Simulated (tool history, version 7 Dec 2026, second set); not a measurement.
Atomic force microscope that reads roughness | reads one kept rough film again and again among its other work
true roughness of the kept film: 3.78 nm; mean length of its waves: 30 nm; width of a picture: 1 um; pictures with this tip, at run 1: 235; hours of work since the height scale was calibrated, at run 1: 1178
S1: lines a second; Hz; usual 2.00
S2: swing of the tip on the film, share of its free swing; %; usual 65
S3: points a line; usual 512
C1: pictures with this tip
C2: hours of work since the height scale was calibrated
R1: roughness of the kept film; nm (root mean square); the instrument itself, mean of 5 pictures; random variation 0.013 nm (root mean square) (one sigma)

run	day	S1	S2	S3	C1	C2	R1
1	0.000	2.00	65	512	235	1178	2.654
2	0.875	2.00	65	512	264	1194	2.598
3	1.796	2.00	65	664	294	1212	2.543
# day 2.042: new tip fitted
4	2.938	2.00	65	664	30	1232	3.171
5	4.333	2.00	65	512	75	1258	3.027
# day 5.088: height scale calibrated on a step standard
6	5.188	2.00	65	512	102	2	2.968
7	6.000	2.00	65	474	129	17	2.895
8	6.992	2.00	65	474	161	35	2.832
9	8.312	2.00	65	474	204	60	2.760
10	9.558	2.00	65	474	245	83	2.674
11	10.808	2.00	65	474	286	106	2.570
# day 11.242: new tip fitted
12	12.062	2.00	65	512	27	129	3.194
# day 12.250: height scale calibrated on a step standard, once more
13	13.567	2.00	65	512	75	24	3.008
14	14.412	2.00	65	512	102	40	2.939
15	15.642	1.59	77	949	143	63	2.740
16	16.408	2.00	65	447	168	77	2.770
17	18.008	2.00	65	447	220	107	2.674
18	18.833	2.00	65	447	247	122	2.617
19	19.925	2.00	65	447	283	142	2.532
# day 20.492: new tip fitted
20	21.483	2.00	65	447	33	171	3.122
21	22.300	1.37	81	649	59	186	2.954
22	23.483	1.37	88	388	98	208	2.771
23	24.500	1.33	66	642	132	227	2.885
24	25.304	2.00	56	1020	158	242	2.864

Forecast each of these 3 alternatives for the next run:
A	26.621	0.94	61	294	201	266	?
B	26.621	3.96	78	333	201	266	?
C	26.621	1.49	69	876	201	266	?

run	R1
A	2.779
B	2.394
C	2.730
Without the tool's hidden state the same runs would have given:
run	R1
A	3.302
B	2.844
C	3.244

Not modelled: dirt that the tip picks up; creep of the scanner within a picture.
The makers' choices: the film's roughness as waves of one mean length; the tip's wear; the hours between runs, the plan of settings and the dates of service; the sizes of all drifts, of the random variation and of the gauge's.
